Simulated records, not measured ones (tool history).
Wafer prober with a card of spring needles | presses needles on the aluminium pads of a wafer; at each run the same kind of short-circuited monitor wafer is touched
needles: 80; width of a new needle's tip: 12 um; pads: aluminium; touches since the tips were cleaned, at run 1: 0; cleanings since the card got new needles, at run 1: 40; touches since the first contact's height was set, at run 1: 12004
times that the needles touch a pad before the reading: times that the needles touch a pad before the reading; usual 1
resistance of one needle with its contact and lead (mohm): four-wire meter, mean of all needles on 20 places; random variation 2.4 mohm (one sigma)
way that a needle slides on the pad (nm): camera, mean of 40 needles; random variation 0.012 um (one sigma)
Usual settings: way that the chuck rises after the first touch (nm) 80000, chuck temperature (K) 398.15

run	hour	way that the chuck rises after the first touch (nm)	chuck temperature (K)	times that the needles touch a pad before the reading	touches since the tips were cleaned	cleanings since the card got new needles	touches since the first contact's height was set	resistance of one needle with its contact and lead (mohm)	way that a needle slides on the pad (nm)
1	0.0	80000	398.15	1	0	40	12004	270	16420
# hour 17.2: tips cleaned on abrasive film
2	17.3	80000	398.15	1	70	41	19255	283	16410
3	26.9	80000	398.15	1	4105	41	23290	328	16400
# hour 33.4: tips cleaned on abrasive film
4	38.4	80000	398.15	1	2128	42	28098	313	16380
5	47.5	80000	398.15	1	5932	42	31902	345	16370
# hour 49.9: tips cleaned on abrasive film
6	56.6	80000	398.15	1	2811	43	35688	319	16380
# hour 65.8: tips cleaned on abrasive film
7	71.3	80000	398.15	1	2301	44	41828	315	16380
# hour 82.0: tips cleaned on abrasive film
8	87.6	80000	378.15	1	2365	45	48672	307	16370
9	94.7	80000	378.15	1	5324	45	51631	342	16380
# hour 98.7: tips cleaned on abrasive film
10	108.9	80000	398.15	1	4305	46	57587	334	16340
# hour 114.9: tips cleaned on abrasive film
11	125.3	80000	398.15	1	4401	47	64452	336	16320
# hour 130.9: tips cleaned on abrasive film
12	139.8	80000	398.15	1	3756	48	70515	332	16320
# hour 147.2: tips cleaned on abrasive film
13	157.2	75000	398.15	1	4209	49	77780	344	15300
# hour 163.9: tips cleaned on abrasive film
14	172.6	75000	398.15	1	3634	50	84192	340	15260
# hour 180.6: tips cleaned on abrasive film
# hour 185.6: height of the first contact set anew
15	188.5	80000	300.15	1	3225	51	1249	309	16460
16	195.7	74000	330.15	2	6267	51	4291	318	15230
# hour 197.1: tips cleaned on abrasive film
17	207.2	77000	330.15	1	4264	52	9078	330	15820
# hour 212.9: tips cleaned on abrasive film
18	221.6	77000	330.15	1	3674	53	15095	328	15810
# hour 228.7: tips cleaned on abrasive film
19	232.7	77000	330.15	1	1716	54	19732	298	15790
20	241.7	92000	398.15	1	5489	54	23505	335	18870
# hour 244.4: tips cleaned on abrasive film
21	251.8	92000	398.15	1	3115	55	27704	317	18860
# hour 260.5: tips cleaned on abrasive film
22	262.6	92000	398.15	1	915	56	32229	285	18840
23	271.4	92000	398.15	1	4616	56	35930	324	18840
# hour 276.3: tips cleaned on abrasive film
24	281.4	89000	309.15	2	2162	57	40075	268	18220
# hour 292.0: tips cleaned on abrasive film
25	294.2	92000	324.15	2	919	58	45409	267	18840
26	303.2	92000	324.15	2	4725	58	49215	286	18810
# hour 308.3: tips cleaned on abrasive film
27	319.7	80000	398.15	2	4787	59	56097	316	16320
# hour 324.8: tips cleaned on abrasive film
28	335.6	94000	320.15	1	4548	60	62773	307	19200
# hour 341.1: tips cleaned on abrasive film
29	344.8	94000	320.15	1	1563	61	66587	276	19190

Forecast each of these 4 alternatives for the next run:
# hour 357.2: tips cleaned on abrasive film
A	358.5	99000	335.15	3	523	62	72310	?	?
# hour 357.2: tips cleaned on abrasive film
B	358.5	90000	398.15	1	523	62	72310	?	?
# hour 357.2: tips cleaned on abrasive film
C	358.5	94000	387.15	1	523	62	72310	?	?
# hour 357.2: tips cleaned on abrasive film
D	358.5	95000	398.15	1	523	62	72310	?	?

run	resistance of one needle with its contact and lead (mohm)	way that a needle slides on the pad (nm)
A	257	20200
B	291	18350
C	279	19180
D	286	19390
Without the tool's hidden state the same runs would have given:
run	resistance of one needle with its contact and lead (mohm)	way that a needle slides on the pad (nm)
A	252	20360
B	275	18510
C	265	19340
D	273	19540
